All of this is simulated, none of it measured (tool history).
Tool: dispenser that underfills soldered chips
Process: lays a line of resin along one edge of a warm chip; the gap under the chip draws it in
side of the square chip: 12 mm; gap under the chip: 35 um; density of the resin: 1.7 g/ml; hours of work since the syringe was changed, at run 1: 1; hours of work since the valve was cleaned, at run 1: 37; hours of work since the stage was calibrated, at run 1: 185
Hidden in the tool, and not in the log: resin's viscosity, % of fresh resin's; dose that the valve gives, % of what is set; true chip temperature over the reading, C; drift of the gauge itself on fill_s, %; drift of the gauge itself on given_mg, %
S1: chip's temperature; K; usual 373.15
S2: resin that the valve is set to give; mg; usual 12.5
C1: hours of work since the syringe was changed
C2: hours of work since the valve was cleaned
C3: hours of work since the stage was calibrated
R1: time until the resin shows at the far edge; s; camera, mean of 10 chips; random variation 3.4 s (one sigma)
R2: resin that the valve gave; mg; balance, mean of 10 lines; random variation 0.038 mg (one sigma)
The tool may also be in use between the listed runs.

run   hour      S1    S2  C1  C2   C3     R1     R2
  1      0  373.15  12.5   1  37  185  396.4  12.33
       5.7  -- dispensing valve cleaned and set on the balance
       8.5  -- new syringe of resin
  2   10.6  373.15  11.4   1   3  192  400.2  11.41
      18.1  -- new syringe of resin
  3   24.8  367.15  12.5   5  13  202  613.3  12.41
      27.1  -- new syringe of resin
      36.1  -- new syringe of resin
  4   40.6  373.15  12.5   3  24  212    428   12.4
      45.7  -- new syringe of resin
  5   51.2  373.15  12.5   4  31  220    466  12.34
      55.1  -- new syringe of resin
  6   60.2  373.15  12.5   4  37  226  448.2   12.3
      64.7  -- new syringe of resin
      66.6  -- dispensing valve cleaned and set on the balance
  7   69.9  373.15  10.9   3   2  232  431.7  10.92
      74.2  -- new syringe of resin
  8   79.9  373.15  10.9   4   9  239  476.6  10.83
        83  -- new syringe of resin
      91.7  -- new syringe of resin
  9   94.5  373.15  10.9   2  19  249  435.3  10.82
     101.3  -- new syringe of resin
 10  102.7  373.15  10.9   1  25  254  399.2  10.71
     110.2  -- new syringe of resin
 11  113.3  373.15  10.9   2  32  261  432.5  10.72
     119.9  -- new syringe of resin
     127.3  -- dispensing valve cleaned and set on the balance
     129.4  -- new syringe of resin
 12  129.4  373.15  12.5   0   1  272  370.8  12.46
     138.8  -- new syringe of resin
 13  142.8  373.15  12.5   3  11  281  453.6  12.46
     148.2  -- new syringe of resin
     156.8  -- new syringe of resin
 14  156.8  364.15  12.5   0  20  290  547.8  12.35
     165.7  -- new syringe of resin
 15  168.8  364.15  12.5   2  28  299  615.8  12.35
     174.2  -- new syringe of resin
 16  181.2  364.15  12.5   5  37  307  714.7  12.23
     183.9  -- new syringe of resin
     188.5  -- dispensing valve cleaned and set on the balance
 17  192.9  364.15  12.5   6   3  315    738  12.42
     194.3  -- new syringe of resin
     202.9  -- new syringe of resin
 18  202.9  379.15  11.5   0  10  321  306.5  11.44
     211.6  -- new syringe of resin
 19  211.6  379.15  11.5   0  16  327  305.5  11.38
     221.1  -- new syringe of resin
 20  221.4  379.15  10.7   0  22  334  316.1  10.54
     230.7  -- new syringe of resin
 21  234.5  379.15  10.7   3  31  343  362.5  10.53
     239.6  -- new syringe of resin
 22  243.2  376.15  11.9   3  37  349  388.7   11.7
     248.5  -- new syringe of resin
     249.5  -- dispensing valve cleaned and set on the balance
 23  254.9  380.15  12.5   4   4  356  352.6  12.52
     258.7  -- new syringe of resin
     267.9  -- new syringe of resin
 24  268.5  358.15  13.9   0  13  365  714.5  13.78
     277.3  -- new syringe of resin
 25  282.7  366.15  15.5   4  23  375  612.2  15.43
     286.3  -- new syringe of resin
 26  292.9  379.15  10.9   5  30  382  401.8  10.77
     295.4  -- new syringe of resin
     304.5  -- new syringe of resin
 27  307.6  358.15  12.8   2  40  392  806.6  12.66
     310.4  -- dispensing valve cleaned and set on the balance
     314.2  -- new syringe of resin
 28  318.4  358.15  12.8   3   5  399  850.3  12.82
       323  -- new syringe of resin
 29  327.1  386.15  14.2   3  11  405  270.3  14.16
     332.6  -- new syringe of resin
     341.4  -- new syringe of resin
 30  341.7  376.15  14.4   0  21  415  347.9  14.27
     350.5  -- new syringe of resin
 31  356.5  375.15  15.8   4  32  425  441.9  15.59
     359.2  -- new syringe of resin
     368.9  -- new syringe of resin
     371.8  -- dispensing valve cleaned and set on the balance
 32  372.8  375.15  15.8   2   1  435  394.1  15.82
     378.7  -- new syringe of resin
 33  380.3  383.15    11   1   6  440    285   10.9

Hidden state or all else? Some run-to-run changes of R1, split into what the settings, what came in and random variation would give without the hidden state, and what is left for the hidden state (with any gauge scatter that isn't in both results):
Run 2 -> 3: S1 373.15 -> 367.15, S2 11.4 -> 12.5, new syringe of resin. R1 +213.1 s: hidden state +120.1, all else +93.
Run 17 -> 18: S1 364.15 -> 379.15, S2 12.5 -> 11.5, new syringe of resin, new syringe of resin. R1 -431.5 s: hidden state -214.9, all else -216.6.
Run 26 -> 27: S1 379.15 -> 358.15, S2 10.9 -> 12.8, new syringe of resin, new syringe of resin. R1 +404.8 s: hidden state +49.5, all else +355.3.
Run 28 -> 29: S1 358.15 -> 386.15, S2 12.8 -> 14.2, new syringe of resin. R1 -580 s: hidden state -156.5, all else -423.5.
